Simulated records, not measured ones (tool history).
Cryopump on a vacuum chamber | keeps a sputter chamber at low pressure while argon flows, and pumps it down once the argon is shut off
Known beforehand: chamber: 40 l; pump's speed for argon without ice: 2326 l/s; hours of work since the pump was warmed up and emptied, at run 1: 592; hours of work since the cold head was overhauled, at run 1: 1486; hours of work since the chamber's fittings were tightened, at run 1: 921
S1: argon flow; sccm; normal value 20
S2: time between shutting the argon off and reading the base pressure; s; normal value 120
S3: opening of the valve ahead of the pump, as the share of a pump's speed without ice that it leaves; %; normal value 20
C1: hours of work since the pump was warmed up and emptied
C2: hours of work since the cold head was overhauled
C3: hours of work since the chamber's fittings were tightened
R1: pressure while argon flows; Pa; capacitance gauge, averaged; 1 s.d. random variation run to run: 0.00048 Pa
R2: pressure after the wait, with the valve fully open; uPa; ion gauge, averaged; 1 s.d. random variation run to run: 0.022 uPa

Run 1, day 0.000: usual settings; C1 592; C2 1486; C3 921. Result: R1 0.0764 Pa, R2 1.27 uPa.
Run 2, day 3.600: usual settings; C1 652; C2 1546; C3 981. Result: R1 0.0776 Pa, R2 1.31 uPa.
Run 3, day 7.792: usual settings; C1 723; C2 1617; C3 1052. Result: R1 0.0776 Pa, R2 1.41 uPa.
Run 4, day 10.221: usual settings; C1 764; C2 1658; C3 1093. Result: R1 0.0774 Pa, R2 1.44 uPa.
At day 14.304: pump warmed up, emptied and cooled again.
Run 5, day 14.588: usual settings but S3 26 %; C1 5; C2 1728; C3 1163. Result: R1 0.0563 Pa, R2 1.29 uPa.
Run 6, day 16.488: usual settings but S1 21 sccm, S3 26 %; C1 37; C2 1760; C3 1195. Result: R1 0.0589 Pa, R2 1.32 uPa.
Run 7, day 19.721: usual settings; C1 91; C2 1814; C3 1249. Result: R1 0.0735 Pa, R2 1.33 uPa.
Run 8, day 22.212: usual settings; C1 133; C2 1856; C3 1291. Result: R1 0.0738 Pa, R2 1.35 uPa.
Run 9, day 25.783: usual settings but S1 8 sccm; C1 193; C2 1916; C3 1351. Result: R1 0.0296 Pa, R2 1.43 uPa.
Run 10, day 27.604: usual settings; C1 224; C2 1947; C3 1382. Result: R1 0.0742 Pa, R2 1.45 uPa.
Run 11, day 30.008: usual settings but S1 11 sccm, S2 27 s, S3 17 %; C1 264; C2 1987; C3 1422. Result: R1 0.0477 Pa, R2 3.33 uPa.
Run 12, day 34.058: usual settings but S1 13 sccm, S2 22 s, S3 39 %; C1 333; C2 2056; C3 1491. Result: R1 0.0254 Pa, R2 3.94 uPa.
Run 13, day 36.046: usual settings but S2 168 s, S3 30 %; C1 366; C2 2089; C3 1524. Result: R1 0.0509 Pa, R2 1.49 uPa.
Run 14, day 38.171: usual settings but S2 168 s, S3 30 %; C1 402; C2 2125; C3 1560. Result: R1 0.0507 Pa, R2 1.49 uPa.
Run 15, day 41.246: usual settings but S1 31 sccm, S2 241 s, S3 29 %; C1 454; C2 2177; C3 1612. Result: R1 0.0835 Pa, R2 1.40 uPa.
Run 16, day 44.850: usual settings but S1 31 sccm, S2 241 s, S3 29 %; C1 514; C2 2237; C3 1672. Result: R1 0.0832 Pa, R2 1.50 uPa.
Run 17, day 47.962: usual settings but S1 8 sccm, S2 22 s, S3 24 %; C1 567; C2 2290; C3 1725. Result: R1 0.0265 Pa, R2 4.06 uPa.
Run 18, day 51.496: usual settings but S1 24 sccm, S2 236 s, S3 19 %; C1 626; C2 2349; C3 1784. Result: R1 0.0962 Pa, R2 1.67 uPa.
Run 19, day 55.546: usual settings but S1 10 sccm, S2 236 s, S3 39 %; C1 694; C2 2417; C3 1852. Result: R1 0.0212 Pa, R2 1.68 uPa.

Forecast each of these 5 alternatives for the next run:
Run A, day 58.192: usual settings but S1 22 sccm, S2 195 s, S3 30 %; C1 739; C2 2462; C3 1897. Result: R1 ?, R2 ?.
Run B, day 58.192: usual settings but S1 21 sccm, S3 25 %; C1 739; C2 2462; C3 1897. Result: R1 ?, R2 ?.
Run C, day 58.192: usual settings but S1 10 sccm, S3 26 %; C1 739; C2 2462; C3 1897. Result: R1 ?, R2 ?.
Run D, day 58.192: usual settings but S1 12 sccm, S3 16 %; C1 739; C2 2462; C3 1897. Result: R1 ?, R2 ?.
Run E, day 58.192: usual settings but S1 27 sccm; C1 739; C2 2462; C3 1897. Result: R1 ?, R2 ?.

run      R1    R2
  A  0.0590  1.86
  B  0.0668  2.07
  C  0.0313  2.06
  D  0.0579  1.97
  E  0.1055  2.03
What these runs would have given with no unlogged condition in the tool:
run      R1    R2
  A  0.0533  0.49
  B  0.0613  0.68
  C  0.0287  0.68
  D  0.0548  0.60
  E  0.0985  0.66
